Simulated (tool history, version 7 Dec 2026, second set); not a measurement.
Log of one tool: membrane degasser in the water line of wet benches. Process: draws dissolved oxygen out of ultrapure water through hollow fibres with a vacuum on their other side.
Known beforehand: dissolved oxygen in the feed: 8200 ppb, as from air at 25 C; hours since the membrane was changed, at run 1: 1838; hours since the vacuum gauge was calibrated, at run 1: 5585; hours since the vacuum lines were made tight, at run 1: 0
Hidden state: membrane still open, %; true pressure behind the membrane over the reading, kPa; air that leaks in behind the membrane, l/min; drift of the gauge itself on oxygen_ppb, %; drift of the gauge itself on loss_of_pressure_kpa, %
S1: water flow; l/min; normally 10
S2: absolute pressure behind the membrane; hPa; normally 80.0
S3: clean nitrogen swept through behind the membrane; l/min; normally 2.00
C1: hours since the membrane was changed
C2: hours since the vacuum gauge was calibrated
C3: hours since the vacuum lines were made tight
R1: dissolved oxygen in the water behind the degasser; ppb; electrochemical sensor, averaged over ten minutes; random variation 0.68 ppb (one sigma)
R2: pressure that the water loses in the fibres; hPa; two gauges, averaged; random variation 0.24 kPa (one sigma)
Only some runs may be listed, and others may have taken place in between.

run 1 hour=0.0 | S1=10 S2=80.0 S3=2.00 | C1=1838 C2=5585 C3=0 | R1=61.5 R2=614.8
run 2 hour=249.8 | S1=10 S2=80.0 S3=2.00 | C1=2087 C2=5835 C3=250 | R1=62.1 R2=613.6
run 3 hour=529.1 | S1=10 S2=80.0 S3=2.00 | C1=2367 C2=6114 C3=529 | R1=60.4 R2=614.9
run 4 hour=852.2 | S1=10 S2=138.2 S3=2.00 | C1=2690 C2=6437 C3=852 | R1=130.6 R2=612.0
-- hour=1179.7 vacuum gauge calibrated
run 5 hour=1198.6 | S1=10 S2=138.2 S3=2.00 | C1=3036 C2=19 C3=1198 | R1=133.5 R2=608.7
run 6 hour=1436.0 | S1=10 S2=138.2 S3=2.00 | C1=3273 C2=256 C3=1435 | R1=132.5 R2=609.2
run 7 hour=1761.7 | S1=10 S2=80.0 S3=1.17 | C1=3599 C2=582 C3=1761 | R1=100.1 R2=610.8
run 8 hour=2117.9 | S1=10 S2=80.0 S3=1.17 | C1=3955 C2=938 C3=2117 | R1=99.6 R2=609.3
run 9 hour=2472.1 | S1=10 S2=80.0 S3=1.17 | C1=4309 C2=1292 C3=2472 | R1=98.3 R2=604.9
run 10 hour=2751.3 | S1=8 S2=80.6 S3=4.90 | C1=4588 C2=1572 C3=2751 | R1=20.9 R2=483.8
run 11 hour=3037.8 | S1=7 S2=81.4 S3=2.00 | C1=4875 C2=1858 C3=3037 | R1=43.2 R2=424.9
run 12 hour=3368.2 | S1=7 S2=81.4 S3=2.00 | C1=5205 C2=2188 C3=3368 | R1=43.1 R2=420.2
run 13 hour=3713.0 | S1=7 S2=81.4 S3=2.00 | C1=5550 C2=2533 C3=3713 | R1=42.7 R2=420.2
run 14 hour=3926.2 | S1=10 S2=50.2 S3=2.00 | C1=5763 C2=2746 C3=3926 | R1=25.0 R2=597.4
-- hour=4039.3 gauge calibrated
run 15 hour=4212.7 | S1=10 S2=50.2 S3=2.00 | C1=6050 C2=3033 C3=4212 | R1=24.8 R2=614.9
run 16 hour=4478.5 | S1=10 S2=50.2 S3=2.00 | C1=6316 C2=3299 C3=4478 | R1=25.2 R2=611.1
run 17 hour=4649.9 | S1=10 S2=199.3 S3=4.76 | C1=6487 C2=3470 C3=4649 | R1=89.1 R2=609.8

Predict each of these 3 candidate next runs independently; none follows another, all start after run 17:
run A hour=5000.9 | S1=12 S2=89.2 S3=4.76 | C1=6838 C2=3821 C3=5000 | R1=? R2=?
run B hour=5000.9 | S1=12 S2=114.8 S3=4.66 | C1=6838 C2=3821 C3=5000 | R1=? R2=?
run C hour=5000.9 | S1=10 S2=81.9 S3=1.15 | C1=6838 C2=3821 C3=5000 | R1=? R2=?

run=A R1=41.5 R2=729.7
run=B R1=58.5 R2=734.2
run=C R1=102.3 R2=611.5
Had the tool no hidden state, the same runs would have come out as:
run=A R1=41.4 R2=733.0
run=B R1=58.4 R2=737.5
run=C R1=102.2 R2=614.3

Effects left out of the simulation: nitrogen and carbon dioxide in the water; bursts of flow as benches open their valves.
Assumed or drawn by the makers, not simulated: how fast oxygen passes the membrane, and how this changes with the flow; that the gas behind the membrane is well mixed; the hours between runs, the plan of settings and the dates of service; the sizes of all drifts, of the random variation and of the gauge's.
